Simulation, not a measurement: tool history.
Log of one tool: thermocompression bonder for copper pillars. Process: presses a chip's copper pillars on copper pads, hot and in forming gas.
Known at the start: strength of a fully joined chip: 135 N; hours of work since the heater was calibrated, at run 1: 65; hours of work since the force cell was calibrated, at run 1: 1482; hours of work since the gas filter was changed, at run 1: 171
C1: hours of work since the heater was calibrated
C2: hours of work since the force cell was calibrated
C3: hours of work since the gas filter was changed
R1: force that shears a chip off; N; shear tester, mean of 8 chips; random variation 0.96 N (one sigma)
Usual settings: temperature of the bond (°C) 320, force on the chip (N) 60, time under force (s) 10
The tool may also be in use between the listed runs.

{"run": 1, "hour": 0.0, "temperature of the bond (°C)": 320, "force on the chip (N)": 60, "time under force (s)": 10, "C1": 65, "C2": 1482, "C3": 171, "R1": 80.1}
{"hour": 80.6, "done": "forming gas filter changed"}
{"run": 2, "hour": 99.9, "temperature of the bond (°C)": 320, "force on the chip (N)": 60, "time under force (s)": 23, "C1": 118, "C2": 1535, "C3": 10, "R1": 100.2}
{"run": 3, "hour": 164.3, "temperature of the bond (°C)": 347, "force on the chip (N)": 60, "time under force (s)": 10, "C1": 152, "C2": 1569, "C3": 44, "R1": 97}
{"run": 4, "hour": 243.4, "temperature of the bond (°C)": 347, "force on the chip (N)": 60, "time under force (s)": 10, "C1": 194, "C2": 1610, "C3": 86, "R1": 98.1}
{"run": 5, "hour": 342.9, "temperature of the bond (°C)": 347, "force on the chip (N)": 60, "time under force (s)": 10, "C1": 246, "C2": 1663, "C3": 138, "R1": 97}
{"run": 6, "hour": 416.2, "temperature of the bond (°C)": 320, "force on the chip (N)": 60, "time under force (s)": 10, "C1": 285, "C2": 1701, "C3": 177, "R1": 82}
{"hour": 483.9, "done": "forming gas filter changed"}
{"run": 7, "hour": 497.2, "temperature of the bond (°C)": 320, "force on the chip (N)": 63, "time under force (s)": 10, "C1": 327, "C2": 1744, "C3": 7, "R1": 84.1}
{"run": 8, "hour": 578.8, "temperature of the bond (°C)": 320, "force on the chip (N)": 63, "time under force (s)": 10, "C1": 370, "C2": 1787, "C3": 50, "R1": 83.7}
{"run": 9, "hour": 660.5, "temperature of the bond (°C)": 320, "force on the chip (N)": 44, "time under force (s)": 10, "C1": 413, "C2": 1830, "C3": 93, "R1": 68.6}
{"hour": 722.2, "done": "force cell calibrated"}
{"run": 10, "hour": 723.0, "temperature of the bond (°C)": 320, "force on the chip (N)": 44, "time under force (s)": 10, "C1": 445, "C2": 0, "C3": 125, "R1": 68.6}
{"run": 11, "hour": 791.0, "temperature of the bond (°C)": 320, "force on the chip (N)": 44, "time under force (s)": 10, "C1": 481, "C2": 36, "C3": 161, "R1": 68.4}
{"hour": 865.5, "done": "heater calibrated with a thermocouple chip"}
{"run": 12, "hour": 887.1, "temperature of the bond (°C)": 303, "force on the chip (N)": 60, "time under force (s)": 10, "C1": 11, "C2": 86, "C3": 211, "R1": 72.3}
{"hour": 895.2, "done": "forming gas filter changed"}
{"run": 13, "hour": 928.8, "temperature of the bond (°C)": 303, "force on the chip (N)": 60, "time under force (s)": 10, "C1": 33, "C2": 108, "C3": 18, "R1": 71.3}
{"run": 14, "hour": 997.6, "temperature of the bond (°C)": 297, "force on the chip (N)": 60, "time under force (s)": 8, "C1": 69, "C2": 144, "C3": 54, "R1": 62.8}
{"run": 15, "hour": 1049.5, "temperature of the bond (°C)": 334, "force on the chip (N)": 50, "time under force (s)": 13, "C1": 97, "C2": 171, "C3": 81, "R1": 89.2}
{"run": 16, "hour": 1121.7, "temperature of the bond (°C)": 317, "force on the chip (N)": 50, "time under force (s)": 10, "C1": 135, "C2": 209, "C3": 119, "R1": 72.2}
{"run": 17, "hour": 1194.5, "temperature of the bond (°C)": 317, "force on the chip (N)": 50, "time under force (s)": 10, "C1": 173, "C2": 248, "C3": 158, "R1": 73.7}
{"run": 18, "hour": 1243.6, "temperature of the bond (°C)": 320, "force on the chip (N)": 60, "time under force (s)": 7, "C1": 199, "C2": 274, "C3": 184, "R1": 72.6}
{"hour": 1298.9, "done": "forming gas filter changed"}
{"run": 19, "hour": 1324.2, "temperature of the bond (°C)": 332, "force on the chip (N)": 60, "time under force (s)": 5, "C1": 241, "C2": 316, "C3": 13, "R1": 71.6}
{"run": 20, "hour": 1413.9, "temperature of the bond (°C)": 324, "force on the chip (N)": 60, "time under force (s)": 21, "C1": 289, "C2": 363, "C3": 61, "R1": 102.8}
{"run": 21, "hour": 1499.0, "temperature of the bond (°C)": 308, "force on the chip (N)": 78, "time under force (s)": 10, "C1": 334, "C2": 408, "C3": 106, "R1": 86.1}
{"run": 22, "hour": 1592.7, "temperature of the bond (°C)": 335, "force on the chip (N)": 60, "time under force (s)": 16, "C1": 383, "C2": 457, "C3": 155, "R1": 103}
{"run": 23, "hour": 1646.7, "temperature of the bond (°C)": 325, "force on the chip (N)": 77, "time under force (s)": 10, "C1": 411, "C2": 486, "C3": 183, "R1": 95.7}
{"hour": 1702.5, "done": "forming gas filter changed"}
{"run": 24, "hour": 1713.0, "temperature of the bond (°C)": 341, "force on the chip (N)": 75, "time under force (s)": 21, "C1": 446, "C2": 521, "C3": 5, "R1": 119}
{"run": 25, "hour": 1767.7, "temperature of the bond (°C)": 299, "force on the chip (N)": 63, "time under force (s)": 8, "C1": 475, "C2": 549, "C3": 34, "R1": 65.8}
{"hour": 1851.5, "done": "heater calibrated with a thermocouple chip"}
{"run": 26, "hour": 1851.5, "temperature of the bond (°C)": 299, "force on the chip (N)": 63, "time under force (s)": 8, "C1": 0, "C2": 593, "C3": 78, "R1": 67.3}

Hidden state at the last listed run before each entry between runs and at the first one after, where it differs:
Between runs 1 and 2: forming gas filter changed (hour 80.6)
  true temperature of the bond over the reading, C: -0.1 -> -0.2; oxide that the forming gas leaves, % of the face: 0.66 -> 0.52
Between runs 6 and 7: forming gas filter changed (hour 483.9)
  true temperature of the bond over the reading, C: -0.3 -> -0.4; oxide that the forming gas leaves, % of the face: 0.69 -> 0.51
Between runs 9 and 10: force cell calibrated (hour 722.2)
  force that reaches the chip, % of what is set: 100.2 -> 100; oxide that the forming gas leaves, % of the face: 0.6 -> 0.63
Between runs 11 and 12: heater calibrated with a thermocouple chip (hour 865.5)
  true temperature of the bond over the reading, C: -0.5 -> 0; oxide that the forming gas leaves, % of the face: 0.67 -> 0.72
Between runs 12 and 13: forming gas filter changed (hour 895.2)
  oxide that the forming gas leaves, % of the face: 0.72 -> 0.53
Between runs 18 and 19: forming gas filter changed (hour 1298.9)
  oxide that the forming gas leaves, % of the face: 0.69 -> 0.51
Between runs 23 and 24: forming gas filter changed (hour 1702.5)
  oxide that the forming gas leaves, % of the face: 0.68 -> 0.51
Between runs 25 and 26: heater calibrated with a thermocouple chip (hour 1851.5)
  true temperature of the bond over the reading, C: -0.5 -> 0; oxide that the forming gas leaves, % of the face: 0.54 -> 0.58
